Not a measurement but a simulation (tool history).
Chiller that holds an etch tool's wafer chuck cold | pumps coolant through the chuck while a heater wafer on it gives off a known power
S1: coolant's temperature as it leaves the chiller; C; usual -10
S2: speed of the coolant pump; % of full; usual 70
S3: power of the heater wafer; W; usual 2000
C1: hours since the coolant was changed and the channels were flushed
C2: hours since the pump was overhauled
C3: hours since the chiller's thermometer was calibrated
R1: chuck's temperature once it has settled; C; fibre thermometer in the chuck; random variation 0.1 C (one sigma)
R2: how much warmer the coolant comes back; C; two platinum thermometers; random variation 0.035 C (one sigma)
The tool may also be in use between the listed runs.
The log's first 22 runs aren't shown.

run     day   S1  S2    S3    C1   C2    C3    R1     R2
 23  20.262    0  85  1389  3748  713  3141  10.9   3.64
 24  21.333   -8  61  2733  3774  739  3167  18.3  10.05
 25  22.238  -17  84  1024  3795  761  3189  -8.8   2.71
 26  23.138  -17  84  1024  3817  782  3210  -8.8   2.70
 27  24.029  -17  84  1024  3838  804  3232  -8.8   2.63
 28  25.338  -17  84  1024  3870  835  3263  -8.7   2.76
 29  26.175  -11  79  2605  3890  855  3283  10.3   7.31
 30  27.283  -10  97  2000  3917  882  3310   4.3   4.49
 31  28.125  -10  83  1300  3937  902  3330   0.3   3.46
 32  29.358  -10  83  1300  3966  932  3360   0.6   3.48

3 ways to go on from here, each from the tool as it stands after run 32. What would each give?
  A  30.354  -15  99  1300  3990  955  3383   ?   ?
  B  30.354   -4  69  2000  3990  955  3383   ?   ?
  C  30.354   -2  74  2046  3990  955  3383   ?   ?

run    R1    R2
  A  -5.6  2.86
  B  13.8  6.46
  C  15.5  6.15
Without the tool's hidden state the same runs would have given:
run    R1    R2
  A  -6.9  2.81
  B  11.9  6.35
  C  13.6  6.04

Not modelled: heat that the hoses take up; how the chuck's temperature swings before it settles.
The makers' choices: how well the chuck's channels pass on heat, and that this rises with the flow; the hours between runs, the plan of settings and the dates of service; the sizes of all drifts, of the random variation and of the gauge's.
